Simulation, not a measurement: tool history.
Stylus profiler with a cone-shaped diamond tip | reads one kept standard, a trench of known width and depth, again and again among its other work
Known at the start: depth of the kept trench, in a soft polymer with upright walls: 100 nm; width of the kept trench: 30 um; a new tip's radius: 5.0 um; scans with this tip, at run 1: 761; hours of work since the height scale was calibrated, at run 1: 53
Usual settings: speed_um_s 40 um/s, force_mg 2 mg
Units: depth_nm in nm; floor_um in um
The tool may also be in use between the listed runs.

run	hour	speed_um_s	force_mg	scans with this tip	hours of work since the height scale was calibrated	depth_nm	floor_um
1	0	40	2	761	53	100.75	27.8
2	12.7	40	2	890	62	100.81	27.8
3	39.5	40	2	1163	81	100.77	27.83
4	55.2	24	2	1324	92	100.76	27.9
5	70.6	40	1.16	1480	103	100.52	27.74
6	98.4	40	1.16	1764	123	100.57	27.79
7	119.1	18	2	1974	137	100.79	27.93
8	135.1	40	2.87	2137	149	100.97	27.85
9	155.1	107	1.32	2341	163	100.59	27.41
10	169.5	107	1.32	2487	173	100.59	27.37
11	191.8	29	2	2715	189	100.73	27.89
12	219	14	2	2992	208	100.79	27.94
13	238.9	25	0.9	3195	222	100.42	27.82

4 ways to go on from here, each from the tool as it stands after run 13. What would each give?
A	262	57	3.54	3429	239	?	?
B	262	15	3.22	3429	239	?	?
C	262	78	3.07	3429	239	?	?
D	262	25	5.3	3429	239	?	?

run	depth_nm	floor_um
A	101.13	27.77
B	101.08	27.94
C	101.06	27.73
D	101.51	27.93
Without the tool's hidden state the same runs would have given:
run	depth_nm	floor_um
A	101.13	27.77
B	101.09	27.95
C	101.06	27.74
D	101.52	27.93
